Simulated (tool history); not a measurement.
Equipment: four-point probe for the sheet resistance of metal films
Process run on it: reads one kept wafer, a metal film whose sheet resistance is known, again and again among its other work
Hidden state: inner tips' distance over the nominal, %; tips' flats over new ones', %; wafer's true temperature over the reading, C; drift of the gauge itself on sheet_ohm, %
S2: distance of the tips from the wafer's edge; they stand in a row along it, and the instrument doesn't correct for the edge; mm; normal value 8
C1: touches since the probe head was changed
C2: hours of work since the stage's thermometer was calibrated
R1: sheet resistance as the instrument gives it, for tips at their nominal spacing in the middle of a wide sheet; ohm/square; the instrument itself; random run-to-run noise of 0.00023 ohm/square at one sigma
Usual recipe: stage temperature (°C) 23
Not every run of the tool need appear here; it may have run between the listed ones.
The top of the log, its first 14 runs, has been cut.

Run 15, hour 177.7: usual settings; C1 22162; C2 8. Result: R1 1.164582 ohm/square.
Run 16, hour 190.4: usual settings; C1 22507; C2 14. Result: R1 1.165086 ohm/square.
Run 17, hour 198: usual settings but stage temperature (°C) 21; C1 22713; C2 17. Result: R1 1.164345 ohm/square.
At hour 211.6: stage's thermometer calibrated, once more.
Run 18, hour 211.6: usual settings but stage temperature (°C) 22, S2 20 mm; C1 23069; C2 0. Result: R1 1.161943 ohm/square.
Run 19, hour 229.6: usual settings but stage temperature (°C) 24, S2 16 mm; C1 23559; C2 8. Result: R1 1.163243 ohm/square.
Run 20, hour 244.5: usual settings but stage temperature (°C) 29, S2 40 mm; C1 23965; C2 14. Result: R1 1.162892 ohm/square.
Run 21, hour 254.9: usual settings but stage temperature (°C) 34, S2 5 mm; C1 24248; C2 18. Result: R1 1.173255 ohm/square.
Run 22, hour 266.6: usual settings but stage temperature (°C) 34, S2 10 mm; C1 24565; C2 23. Result: R1 1.165289 ohm/square.
Run 23, hour 282.3: usual settings but stage temperature (°C) 34, S2 10 mm; C1 24992; C2 30. Result: R1 1.166209 ohm/square.
Run 24, hour 300.6: usual settings but S2 26 mm; C1 25489; C2 38. Result: R1 1.161438 ohm/square.
Run 25, hour 310.8: usual settings but S2 26 mm; C1 25767; C2 42. Result: R1 1.161547 ohm/square.
Run 26, hour 323: usual settings but stage temperature (°C) 18, S2 5 mm; C1 26100; C2 47. Result: R1 1.170955 ohm/square.
Run 27, hour 330.8: usual settings but stage temperature (°C) 33, S2 22 mm; C1 26312; C2 51. Result: R1 1.163499 ohm/square.
Run 28, hour 342.7: usual settings but stage temperature (°C) 28, S2 22 mm; C1 26637; C2 56. Result: R1 1.162853 ohm/square.
Run 29, hour 359.2: usual settings but stage temperature (°C) 28, S2 22 mm; C1 27085; C2 63. Result: R1 1.162357 ohm/square.
Run 30, hour 372.7: usual settings but stage temperature (°C) 28, S2 22 mm; C1 27452; C2 69. Result: R1 1.16228 ohm/square.
Run 31, hour 383.6: usual settings but stage temperature (°C) 34, S2 25 mm; C1 27749; C2 73. Result: R1 1.162973 ohm/square.

What if the next run were any one of these 4? Each begins from the tool's condition after run 31:
Run A, hour 392.5: usual settings but stage temperature (°C) 22, S2 6 mm; C1 27990; C2 77. Result: R1 ?.
Run B, hour 392.5: usual settings but S2 52 mm; C1 27990; C2 77. Result: R1 ?.
Run C, hour 392.5: usual settings but stage temperature (°C) 19, S2 23 mm; C1 27990; C2 77. Result: R1 ?.
Run D, hour 392.5: usual settings but stage temperature (°C) 34, S2 18 mm; C1 27990; C2 77. Result: R1 ?.

run        R1
  A  1.168402
  B  1.160847
  C  1.161163
  D  1.163402
The same runs, with their run-to-run variation unchanged, on a tool lacking any hidden condition would have given:
run        R1
  A  1.169756
  B  1.162194
  C  1.162506
  D  1.164762
